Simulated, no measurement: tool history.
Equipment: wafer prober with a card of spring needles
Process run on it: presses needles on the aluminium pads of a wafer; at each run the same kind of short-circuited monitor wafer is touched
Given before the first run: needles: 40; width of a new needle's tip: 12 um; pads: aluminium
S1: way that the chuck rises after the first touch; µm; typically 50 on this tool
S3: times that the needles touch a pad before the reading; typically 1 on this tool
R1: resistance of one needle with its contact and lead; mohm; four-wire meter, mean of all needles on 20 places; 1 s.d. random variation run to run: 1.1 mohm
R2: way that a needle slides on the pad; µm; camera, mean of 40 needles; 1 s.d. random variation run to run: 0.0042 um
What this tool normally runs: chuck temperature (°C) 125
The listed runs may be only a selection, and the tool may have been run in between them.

run 1 day=0.000 | S1=50 chuck_temperature_(°C)=125 S3=1 | R1=185 R2=10.549
-- day=0.462 tips cleaned on abrasive film
-- day=1.233 tips cleaned on abrasive film
run 2 day=1.250 | S1=50 chuck_temperature_(°C)=125 S3=1 | R1=176 R2=10.538
-- day=1.867 tips cleaned on abrasive film
-- day=2.625 tips cleaned on abrasive film
run 3 day=2.725 | S1=50 chuck_temperature_(°C)=125 S3=1 | R1=180 R2=10.517
-- day=3.325 tips cleaned on abrasive film
-- day=3.621 height of the first contact set anew
-- day=4.083 tips cleaned on abrasive film
-- day=4.838 tips cleaned on abrasive film
-- day=5.588 tips cleaned on abrasive film
run 4 day=5.621 | S1=50 chuck_temperature_(°C)=125 S3=1 | R1=179 R2=10.417
-- day=6.238 tips cleaned on abrasive film
-- day=7.004 tips cleaned on abrasive film
run 5 day=7.183 | S1=50 chuck_temperature_(°C)=125 S3=1 | R1=187 R2=10.393
-- day=7.646 tips cleaned on abrasive film
-- day=8.388 tips cleaned on abrasive film
run 6 day=8.975 | S1=50 chuck_temperature_(°C)=125 S3=1 | R1=191 R2=10.375
-- day=9.129 tips cleaned on abrasive film
-- day=9.746 tips cleaned on abrasive film
-- day=10.500 tips cleaned on abrasive film
run 7 day=10.988 | S1=50 chuck_temperature_(°C)=125 S3=2 | R1=183 R2=10.345
-- day=11.125 tips cleaned on abrasive film
-- day=11.138 height of the first contact set anew
-- day=11.904 tips cleaned on abrasive film
-- day=12.521 tips cleaned on abrasive film
run 8 day=12.708 | S1=50 chuck_temperature_(°C)=125 S3=2 | R1=180 R2=10.591
-- day=13.162 tips cleaned on abrasive film
-- day=13.921 tips cleaned on abrasive film
-- day=14.538 tips cleaned on abrasive film
run 9 day=14.879 | S1=45 chuck_temperature_(°C)=125 S3=2 | R1=186 R2=9.496
-- day=15.192 tips cleaned on abrasive film
-- day=15.950 tips cleaned on abrasive film
-- day=16.692 tips cleaned on abrasive film
-- day=16.796 height of the first contact set anew, once more
run 10 day=16.796 | S1=58 chuck_temperature_(°C)=42 S3=2 | R1=161 R2=12.298
-- day=17.412 tips cleaned on abrasive film
-- day=18.175 tips cleaned on abrasive film
-- day=18.854 tips cleaned on abrasive film
run 11 day=18.854 | S1=39 chuck_temperature_(°C)=113 S3=2 | R1=172 R2=8.251
-- day=19.625 tips cleaned on abrasive film
-- day=20.392 tips cleaned on abrasive film
run 12 day=20.967 | S1=63 chuck_temperature_(°C)=45 S3=3 | R1=164 R2=13.311
-- day=21.125 tips cleaned on abrasive film
-- day=21.892 tips cleaned on abrasive film
-- day=22.629 tips cleaned on abrasive film
run 13 day=22.629 | S1=63 chuck_temperature_(°C)=45 S3=3 | R1=157 R2=13.294
-- day=23.379 tips cleaned on abrasive film
-- day=24.092 tips cleaned on abrasive film
run 14 day=24.092 | S1=31 chuck_temperature_(°C)=34 S3=3 | R1=163 R2=6.483
-- day=24.258 height of the first contact set anew
-- day=24.867 tips cleaned on abrasive film
-- day=25.588 tips cleaned on abrasive film
-- day=26.321 tips cleaned on abrasive film
-- day=26.958 tips cleaned on abrasive film
run 15 day=26.958 | S1=31 chuck_temperature_(°C)=58 S3=1 | R1=170 R2=6.532
-- day=27.729 tips cleaned on abrasive film
run 16 day=28.212 | S1=41 chuck_temperature_(°C)=95 S3=2 | R1=184 R2=8.645

Forecast each of these 5 alternatives for the next run:
-- day=28.371 tips cleaned on abrasive film
-- day=29.104 tips cleaned on abrasive film
-- day=29.850 tips cleaned on abrasive film
run A day=30.221 | S1=39 chuck_temperature_(°C)=68 S3=2 | R1=? R2=?
-- day=28.371 tips cleaned on abrasive film
-- day=29.104 tips cleaned on abrasive film
-- day=29.850 tips cleaned on abrasive film
run B day=30.221 | S1=41 chuck_temperature_(°C)=95 S3=2 | R1=? R2=?
-- day=28.371 tips cleaned on abrasive film
-- day=29.104 tips cleaned on abrasive film
-- day=29.850 tips cleaned on abrasive film
run C day=30.221 | S1=37 chuck_temperature_(°C)=62 S3=1 | R1=? R2=?
-- day=28.371 tips cleaned on abrasive film
-- day=29.104 tips cleaned on abrasive film
-- day=29.850 tips cleaned on abrasive film
run D day=30.221 | S1=41 chuck_temperature_(°C)=85 S3=2 | R1=? R2=?
-- day=28.371 tips cleaned on abrasive film
-- day=29.104 tips cleaned on abrasive film
-- day=29.850 tips cleaned on abrasive film
run E day=30.221 | S1=36 chuck_temperature_(°C)=73 S3=2 | R1=? R2=?

run=A R1=182 R2=8.197
run=B R1=183 R2=8.611
run=C R1=194 R2=7.770
run=D R1=183 R2=8.617
run=E R1=183 R2=7.559
What these runs would have given with no unlogged condition in the tool:
run=A R1=166 R2=8.273
run=B R1=168 R2=8.687
run=C R1=163 R2=7.846
run=D R1=168 R2=8.694
run=E R1=164 R2=7.635

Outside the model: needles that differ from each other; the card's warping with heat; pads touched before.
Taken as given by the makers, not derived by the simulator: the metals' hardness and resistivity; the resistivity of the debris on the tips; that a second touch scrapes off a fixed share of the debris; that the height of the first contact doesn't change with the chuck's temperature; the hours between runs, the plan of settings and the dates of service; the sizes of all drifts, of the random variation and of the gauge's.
